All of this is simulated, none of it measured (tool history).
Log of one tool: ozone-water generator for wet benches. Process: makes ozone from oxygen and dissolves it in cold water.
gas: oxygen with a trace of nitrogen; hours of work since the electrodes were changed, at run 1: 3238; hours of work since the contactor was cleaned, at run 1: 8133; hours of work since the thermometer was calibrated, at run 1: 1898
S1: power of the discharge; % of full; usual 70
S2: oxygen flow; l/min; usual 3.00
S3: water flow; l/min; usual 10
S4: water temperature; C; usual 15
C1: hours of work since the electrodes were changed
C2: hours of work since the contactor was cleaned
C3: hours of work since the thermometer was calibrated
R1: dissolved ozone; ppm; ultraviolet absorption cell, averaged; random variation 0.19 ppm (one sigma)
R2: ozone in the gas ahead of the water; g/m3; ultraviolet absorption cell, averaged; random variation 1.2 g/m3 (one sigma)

run,hour,S1,S2,S3,S4,C1,C2,C3,R1,R2
1,0.0,70,3.00,10,15,3238,8133,1898,27.1,206.2
2,176.6,70,3.00,10,15,3358,8254,2019,27.2,207.0
3,339.4,70,3.00,10,15,3469,8364,2129,27.4,206.6
4,484.0,70,3.00,10,15,3567,8463,2228,27.1,208.5
5,573.3,70,3.00,6,15,3628,8523,2288,38.6,205.6
6,746.4,70,3.00,6,15,3746,8641,2406,38.7,206.3
7,911.9,70,1.83,6,15,3859,8754,2519,39.1,261.9
# hour 1035.3: contactor cleaned
8,1041.8,70,3.00,10,15,3944,4,2605,27.0,207.4
9,1198.7,70,3.00,10,15,4051,111,2711,27.4,207.8
10,1288.4,70,2.99,10,15,4112,172,2772,27.1,207.0
11,1407.4,70,3.00,10,7,4193,253,2853,30.5,205.2
12,1538.5,70,3.00,10,7,4282,342,2943,30.6,205.7
# hour 1554.4: water thermometer calibrated
13,1667.7,70,3.00,10,7,4370,430,77,30.3,202.6
14,1774.9,70,3.00,10,7,4443,503,150,30.4,204.8
15,1889.3,70,3.00,10,8,4521,581,228,30.0,204.5
16,1999.2,70,3.00,10,8,4595,655,303,30.2,204.7
17,2071.9,70,3.08,10,15,4645,705,352,26.9,200.5
18,2227.1,70,3.00,16,21,4750,811,458,16.7,204.9
19,2343.4,49,1.65,10,15,4830,890,537,19.8,210.8
20,2501.9,43,3.00,10,19,4937,998,645,17.9,144.4
21,2611.2,43,3.00,10,19,5012,1072,719,18.2,143.4
22,2778.6,43,3.00,10,19,5126,1186,833,18.1,142.8
23,2944.5,43,3.00,10,19,5239,1299,946,18.1,144.2
24,3057.9,43,3.00,7,12,5316,1376,1023,26.6,143.0
25,3234.3,95,3.00,7,13,5436,1496,1143,45.3,251.8
26,3336.3,95,3.00,7,13,5505,1565,1212,45.8,250.4

Run 27 comes next. What will it give?
27,3441.8,95,3.00,7,13,5577,1637,1284,?,?

{"run 27": {"R1": 45.4, "R2": 248.4}}
Without the tool's hidden state the same run would have given R1 45.5 ppm, R2 254.3 g/m3.
